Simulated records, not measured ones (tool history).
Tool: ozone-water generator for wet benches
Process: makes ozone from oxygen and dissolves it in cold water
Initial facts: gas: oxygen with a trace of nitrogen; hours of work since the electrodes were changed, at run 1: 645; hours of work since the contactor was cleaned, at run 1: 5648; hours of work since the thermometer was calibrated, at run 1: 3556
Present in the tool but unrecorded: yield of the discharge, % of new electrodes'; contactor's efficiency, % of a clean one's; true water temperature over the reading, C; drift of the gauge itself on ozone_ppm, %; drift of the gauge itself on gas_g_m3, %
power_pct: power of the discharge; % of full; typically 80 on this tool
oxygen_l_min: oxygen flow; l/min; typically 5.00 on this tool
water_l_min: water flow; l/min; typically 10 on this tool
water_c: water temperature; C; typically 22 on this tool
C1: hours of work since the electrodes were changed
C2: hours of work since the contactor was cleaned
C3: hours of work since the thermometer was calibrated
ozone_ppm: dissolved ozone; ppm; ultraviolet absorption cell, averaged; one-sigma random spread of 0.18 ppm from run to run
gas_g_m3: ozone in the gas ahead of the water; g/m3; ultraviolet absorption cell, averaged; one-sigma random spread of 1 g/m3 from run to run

Run 1, day 0.000: usual settings; C1 645; C2 5648; C3 3556. Result: ozone_ppm 23.1 ppm, gas_g_m3 183.4 g/m3.
Run 2, day 2.196: usual settings; C1 698; C2 5700; C3 3608. Result: ozone_ppm 22.8 ppm, gas_g_m3 181.5 g/m3.
Run 3, day 3.900: usual settings; C1 739; C2 5741; C3 3649. Result: ozone_ppm 22.9 ppm, gas_g_m3 181.2 g/m3.
Run 4, day 5.804: usual settings; C1 784; C2 5786; C3 3694. Result: ozone_ppm 22.9 ppm, gas_g_m3 180.7 g/m3.
Run 5, day 7.667: usual settings; C1 828; C2 5831; C3 3739. Result: ozone_ppm 22.9 ppm, gas_g_m3 181.4 g/m3.
Run 6, day 9.804: usual settings but water_c 14 C; C1 879; C2 5882; C3 3790. Result: ozone_ppm 26.5 ppm, gas_g_m3 181.3 g/m3.
Run 7, day 12.592: usual settings but water_c 14 C; C1 946; C2 5948; C3 3856. Result: ozone_ppm 26.8 ppm, gas_g_m3 180.4 g/m3.
Run 8, day 13.875: usual settings but oxygen_l_min 3.26 l/min; C1 977; C2 5979; C3 3887. Result: ozone_ppm 23.4 ppm, gas_g_m3 223.0 g/m3.
Run 9, day 15.821: usual settings but oxygen_l_min 3.26 l/min; C1 1023; C2 6025; C3 3933. Result: ozone_ppm 23.4 ppm, gas_g_m3 222.0 g/m3.
Run 10, day 18.617: usual settings but oxygen_l_min 3.26 l/min; C1 1090; C2 6092; C3 4000. Result: ozone_ppm 23.7 ppm, gas_g_m3 224.4 g/m3.
At day 19.042: contactor cleaned.
Run 11, day 20.467: usual settings; C1 1130; C2 34; C3 4040. Result: ozone_ppm 22.5 ppm, gas_g_m3 181.0 g/m3.
Run 12, day 22.821: usual settings; C1 1186; C2 90; C3 4097. Result: ozone_ppm 22.7 ppm, gas_g_m3 180.8 g/m3.
Run 13, day 24.917: usual settings but power_pct 73 % of full; C1 1236; C2 140; C3 4147. Result: ozone_ppm 21.3 ppm, gas_g_m3 171.2 g/m3.
At day 25.696: contactor cleaned, once more.
Run 14, day 27.383: usual settings but power_pct 73 % of full; C1 1291; C2 40; C3 4201. Result: ozone_ppm 22.2 ppm, gas_g_m3 169.0 g/m3.
Run 15, day 29.108: usual settings but water_l_min 15 l/min; C1 1332; C2 82; C3 4243. Result: ozone_ppm 17.8 ppm, gas_g_m3 180.8 g/m3.
Run 16, day 30.754: usual settings but water_l_min 15 l/min; C1 1371; C2 121; C3 4282. Result: ozone_ppm 17.8 ppm, gas_g_m3 180.6 g/m3.
Run 17, day 32.462: usual settings but water_l_min 15 l/min; C1 1412; C2 162; C3 4323. Result: ozone_ppm 17.8 ppm, gas_g_m3 179.2 g/m3.
Run 18, day 33.654: usual settings but water_l_min 15 l/min; C1 1441; C2 190; C3 4351. Result: ozone_ppm 17.8 ppm, gas_g_m3 179.8 g/m3.
Run 19, day 36.479: usual settings but power_pct 63 % of full, oxygen_l_min 6.32 l/min; C1 1508; C2 257; C3 4419. Result: ozone_ppm 19.7 ppm, gas_g_m3 138.2 g/m3.
Run 20, day 38.500: usual settings but power_pct 63 % of full, oxygen_l_min 6.32 l/min; C1 1556; C2 306; C3 4467. Result: ozone_ppm 19.2 ppm, gas_g_m3 138.4 g/m3.
Run 21, day 40.517: usual settings but power_pct 87 % of full, oxygen_l_min 4.26 l/min, water_l_min 12 l/min, water_c 20 C; C1 1604; C2 354; C3 4515. Result: ozone_ppm 22.9 ppm, gas_g_m3 205.4 g/m3.
Run 22, day 43.221: usual settings but power_pct 87 % of full, oxygen_l_min 4.26 l/min, water_l_min 12 l/min, water_c 20 C; C1 1669; C2 418; C3 4579. Result: ozone_ppm 23.1 ppm, gas_g_m3 205.0 g/m3.
Run 23, day 44.929: usual settings but power_pct 56 % of full, oxygen_l_min 4.73 l/min, water_l_min 9 l/min, water_c 18 C; C1 1710; C2 459; C3 4620. Result: ozone_ppm 21.4 ppm, gas_g_m3 147.0 g/m3.
Run 24, day 47.012: usual settings but power_pct 97 % of full, oxygen_l_min 2.57 l/min, water_l_min 6 l/min, water_c 19 C; C1 1760; C2 509; C3 4670. Result: ozone_ppm 41.0 ppm, gas_g_m3 279.9 g/m3.
Run 25, day 48.517: usual settings but power_pct 87 % of full; C1 1795; C2 545; C3 4706. Result: ozone_ppm 24.4 ppm, gas_g_m3 189.8 g/m3.
Run 26, day 50.508: usual settings but power_pct 53 % of full, oxygen_l_min 2.56 l/min, water_l_min 9 l/min, water_c 21 C; C1 1843; C2 592; C3 4753. Result: ozone_ppm 20.3 ppm, gas_g_m3 188.0 g/m3.
Run 27, day 52.450: usual settings but power_pct 89 % of full, oxygen_l_min 2.56 l/min, water_l_min 9 l/min, water_c 21 C; C1 1889; C2 639; C3 4800. Result: ozone_ppm 28.2 ppm, gas_g_m3 265.3 g/m3.
Run 28, day 54.629: usual settings but power_pct 89 % of full, oxygen_l_min 2.56 l/min, water_l_min 11 l/min, water_c 21 C; C1 1941; C2 691; C3 4852. Result: ozone_ppm 24.0 ppm, gas_g_m3 263.0 g/m3.
At day 56.125: water thermometer calibrated.
Run 29, day 56.383: usual settings but power_pct 89 % of full, oxygen_l_min 2.56 l/min, water_l_min 11 l/min, water_c 21 C; C1 1983; C2 732; C3 6. Result: ozone_ppm 23.8 ppm, gas_g_m3 264.7 g/m3.
Run 30, day 57.825: usual settings but water_c 27 C; C1 2017; C2 766; C3 41. Result: ozone_ppm 20.8 ppm, gas_g_m3 177.9 g/m3.
Run 31, day 60.275: usual settings but water_c 27 C; C1 2076; C2 825; C3 99. Result: ozone_ppm 21.0 ppm, gas_g_m3 177.5 g/m3.
Run 32, day 62.379: usual settings but water_c 27 C; C1 2126; C2 875; C3 149. Result: ozone_ppm 20.7 ppm, gas_g_m3 178.0 g/m3.
Run 33, day 64.417: usual settings but water_c 27 C; C1 2174; C2 924; C3 198. Result: ozone_ppm 21.2 ppm, gas_g_m3 177.8 g/m3.

Some steps in ozone_ppm between neighbouring runs. How much of each would the tool show without its hidden state too (settings, what came in, random variation), and how much is left for the hidden state, with any gauge scatter that isn't in both results?
Run 13 -> 14: contactor cleaned, once more. ozone_ppm +0.9 ppm: hidden state +0.7, all else +0.2.
Run 23 -> 24: power_pct 56 -> 97, oxygen_l_min 4.73 -> 2.57, water_l_min 9 -> 6, water_c 18 -> 19. ozone_ppm +19.6 ppm: hidden state -0.9, all else +20.5.
Run 24 -> 25: power_pct 97 -> 87, oxygen_l_min 2.57 -> 5.00, water_l_min 6 -> 10, water_c 19 -> 22. ozone_ppm -16.6 ppm: hidden state +0.6, all else -17.2.
Run 26 -> 27: power_pct 53 -> 89. ozone_ppm +7.9 ppm: hidden state -0.5, all else +8.4.

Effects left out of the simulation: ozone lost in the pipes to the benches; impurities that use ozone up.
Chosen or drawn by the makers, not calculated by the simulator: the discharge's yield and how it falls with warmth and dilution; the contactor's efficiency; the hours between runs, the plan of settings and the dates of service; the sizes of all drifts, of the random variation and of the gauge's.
